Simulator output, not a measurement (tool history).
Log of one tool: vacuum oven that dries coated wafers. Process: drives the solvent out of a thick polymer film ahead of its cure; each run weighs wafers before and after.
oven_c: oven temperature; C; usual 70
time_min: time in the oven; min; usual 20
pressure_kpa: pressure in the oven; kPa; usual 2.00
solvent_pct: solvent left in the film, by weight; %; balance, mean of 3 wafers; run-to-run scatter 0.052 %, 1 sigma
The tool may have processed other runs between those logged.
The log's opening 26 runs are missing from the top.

{"run": 27, "day": 97.792, "oven_c": 71, "time_min": 18, "pressure_kpa": 6.93, "solvent_pct": 3.75}
{"run": 28, "day": 102.571, "oven_c": 71, "time_min": 18, "pressure_kpa": 6.93, "solvent_pct": 3.63}
{"run": 29, "day": 106.192, "oven_c": 71, "time_min": 14, "pressure_kpa": 2.8, "solvent_pct": 2.19}
{"run": 30, "day": 108.638, "oven_c": 71, "time_min": 32, "pressure_kpa": 4.57, "solvent_pct": 2.25}
{"run": 31, "day": 111.258, "oven_c": 71, "time_min": 32, "pressure_kpa": 4.57, "solvent_pct": 2.29}
{"run": 32, "day": 116.425, "oven_c": 68, "time_min": 14, "pressure_kpa": 4.57, "solvent_pct": 3.57}
{"run": 33, "day": 120.925, "oven_c": 62, "time_min": 23, "pressure_kpa": 2.0, "solvent_pct": 2.19}
{"run": 34, "day": 125.733, "oven_c": 70, "time_min": 22, "pressure_kpa": 3.78, "solvent_pct": 2.16}
{"run": 35, "day": 130.679, "oven_c": 70, "time_min": 22, "pressure_kpa": 3.78, "solvent_pct": 2.12}
{"run": 36, "day": 134.388, "oven_c": 70, "time_min": 22, "pressure_kpa": 3.78, "solvent_pct": 2.15}

3 ways to go on from here, each from the tool as it stands after run 36. What would each give?
{"run": "A", "day": 137.229, "oven_c": 78, "time_min": 13, "pressure_kpa": 1.09, "solvent_pct": "?"}
{"run": "B", "day": 137.229, "oven_c": 70, "time_min": 17, "pressure_kpa": 2.0, "solvent_pct": "?"}
{"run": "C", "day": 137.229, "oven_c": 70, "time_min": 14, "pressure_kpa": 2.0, "solvent_pct": "?"}

run=A solvent_pct=0.81
run=B solvent_pct=1.63
run=C solvent_pct=1.91
With the hidden condition removed and each run's random variation left untouched, the same runs would have given:
run=A solvent_pct=0.80
run=B solvent_pct=1.61
run=C solvent_pct=1.90
